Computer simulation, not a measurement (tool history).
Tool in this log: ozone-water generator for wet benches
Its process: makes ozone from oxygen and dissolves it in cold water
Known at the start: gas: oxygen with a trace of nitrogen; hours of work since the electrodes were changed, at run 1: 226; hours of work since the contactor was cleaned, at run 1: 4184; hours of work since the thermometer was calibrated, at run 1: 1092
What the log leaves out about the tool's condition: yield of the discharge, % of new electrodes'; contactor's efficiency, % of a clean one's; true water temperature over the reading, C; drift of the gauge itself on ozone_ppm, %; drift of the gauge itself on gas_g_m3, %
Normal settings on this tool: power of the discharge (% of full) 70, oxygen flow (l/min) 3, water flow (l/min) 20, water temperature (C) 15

| run | hour | power of the discharge (% of full) | oxygen flow (l/min) | water flow (l/min) | water temperature (C) | hours of work since the electrodes were changed | hours of work since the contactor was cleaned | hours of work since the thermometer was calibrated | dissolved ozone (ppm) | ozone in the gas ahead of the water (g/m3) |
|---|---|---|---|---|---|---|---|---|---|---|
| 1 | 0 | 70 | 3 | 20 | 15 | 226 | 4184 | 1092 | 15.1 | 212.5 |
| 2 | 17.9 | 70 | 3 | 20 | 15 | 237 | 4195 | 1103 | 15.3 | 213.5 |
| 3 | 31 | 70 | 3 | 20 | 15 | 245 | 4203 | 1111 | 15.2 | 213.9 |
| 4 | 52 | 70 | 3 | 20 | 15 | 258 | 4217 | 1124 | 15.5 | 213.3 |
| 5 | 65.8 | 70 | 3 | 20 | 15 | 267 | 4225 | 1133 | 15.3 | 211.7 |
| 6 | 93.1 | 70 | 3 | 20 | 15 | 284 | 4242 | 1150 | 15.2 | 211.8 |
| 7 | 110.1 | 70 | 3 | 20 | 18 | 294 | 4253 | 1160 | 14.8 | 211 |
| 8 | 141.5 | 70 | 3 | 20 | 15 | 314 | 4272 | 1180 | 15.5 | 212.3 |
| 9 | 164.4 | 70 | 3 | 20 | 15 | 328 | 4287 | 1194 | 15 | 211 |
| 10 | 179.1 | 70 | 3 | 20 | 15 | 338 | 4296 | 1203 | 15.1 | 212.9 |
| 11 | 210.7 | 43 | 3 | 20 | 15 | 357 | 4316 | 1223 | 9.9 | 139.6 |
| 12 | 239.6 | 48 | 3 | 20 | 15 | 375 | 4334 | 1241 | 10.9 | 150.9 |
| 13 | 271.9 | 48 | 3 | 20 | 15 | 396 | 4354 | 1261 | 11 | 151.4 |
| 14 | 287.1 | 44 | 3 | 20 | 15 | 405 | 4363 | 1271 | 10.3 | 141 |
| 15 | 312.8 | 70 | 3 | 20 | 15 | 421 | 4379 | 1287 | 15.1 | 211.7 |
| 16 | 334.8 | 70 | 3 | 20 | 15 | 435 | 4393 | 1301 | 15.2 | 212.9 |
| 17 | 357.4 | 70 | 3 | 20 | 15 | 449 | 4407 | 1315 | 15.2 | 213.2 |
| 18 | 375.4 | 43 | 1.81 | 27 | 12 | 460 | 4419 | 1326 | 5.6 | 161.7 |
| 19 | 391 | 79 | 3 | 24 | 15 | 470 | 4428 | 1336 | 14.1 | 234.5 |
| 20 | 418.1 | 79 | 3 | 24 | 15 | 487 | 4445 | 1353 | 14.1 | 235.7 |
| 21 | 436 | 79 | 3 | 24 | 15 | 498 | 4457 | 1364 | 14 | 236.7 |
| 22 | 462.9 | 97 | 3 | 28 | 16 | 515 | 4473 | 1381 | 14 | 282.1 |
| 23 | 483.7 | 52 | 1.56 | 22 | 22 | 528 | 4486 | 1394 | 7.5 | 198.8 |
| 24 | 514.9 | 62 | 1.89 | 24 | 9 | 547 | 4506 | 1413 | 9.5 | 219.4 |
| 25 | 540.6 | 70 | 1.72 | 23 | 15 | 564 | 4522 | 1429 | 10.2 | 253.8 |
| 26 | 556.9 | 64 | 3 | 20 | 15 | 574 | 4532 | 1440 | 13.9 | 194.8 |
| 27 | 583 | 70 | 3 | 13 | 22 | 590 | 4548 | 1456 | 20.3 | 212.4 |
| 28 | 598.2 | 70 | 3 | 13 | 20 | 599 | 4558 | 1465 | 21 | 210.2 |
| 29 | 628.1 | 76 | 3 | 20 | 15 | 618 | 4577 | 1484 | 16.5 | 229.5 |
| 30 | 645.1 | 76 | 3 | 20 | 15 | 629 | 4587 | 1495 | 16.1 | 226.2 |
| 31 | 661.9 | 76 | 3 | 20 | 15 | 639 | 4598 | 1505 | 16.1 | 227.4 |
| 32 | 677.8 | 53 | 2.53 | 29 | 8 | 649 | 4608 | 1515 | 7.6 | 173.2 |

Measured minus without-hidden-state, run by run (identical run-to-run variation in each term; gauge scatter may differ):
| run | dissolved ozone (ppm) | ozone in the gas ahead of the water (g/m3) |
|---|---|---|
| 1 | -0.2 | +0.7 |
| 2 | -0.2 | +0.7 |
| 3 | -0.2 | +0.6 |
| 4 | -0.2 | +0.6 |
| 5 | -0.2 | +0.6 |
| 6 | -0.3 | +0.5 |
| 7 | -0.3 | +0.4 |
| 8 | -0.2 | +0.3 |
| 9 | -0.3 | +0.3 |
| 10 | -0.3 | +0.2 |
| 11 | -0.2 | +0.1 |
| 12 | -0.2 | +0 |
| 13 | -0.2 | +0 |
| 14 | -0.2 | +0 |
| 15 | -0.3 | -0.1 |
| 16 | -0.2 | -0.2 |
| 17 | -0.3 | -0.2 |
| 18 | -0.1 | -0.2 |
| 19 | -0.3 | -0.4 |
| 20 | -0.3 | -0.5 |
| 21 | -0.4 | -0.5 |
| 22 | -0.4 | -0.9 |
| 23 | -0.1 | -0.4 |
| 24 | -0.2 | -0.6 |
| 25 | -0.2 | -0.9 |
| 26 | -0.3 | -0.6 |
| 27 | -0.4 | -0.9 |
| 28 | -0.5 | -0.8 |
| 29 | -0.4 | -1 |
| 30 | -0.4 | -1.1 |
| 31 | -0.4 | -1.2 |
| 32 | -0.2 | -0.6 |

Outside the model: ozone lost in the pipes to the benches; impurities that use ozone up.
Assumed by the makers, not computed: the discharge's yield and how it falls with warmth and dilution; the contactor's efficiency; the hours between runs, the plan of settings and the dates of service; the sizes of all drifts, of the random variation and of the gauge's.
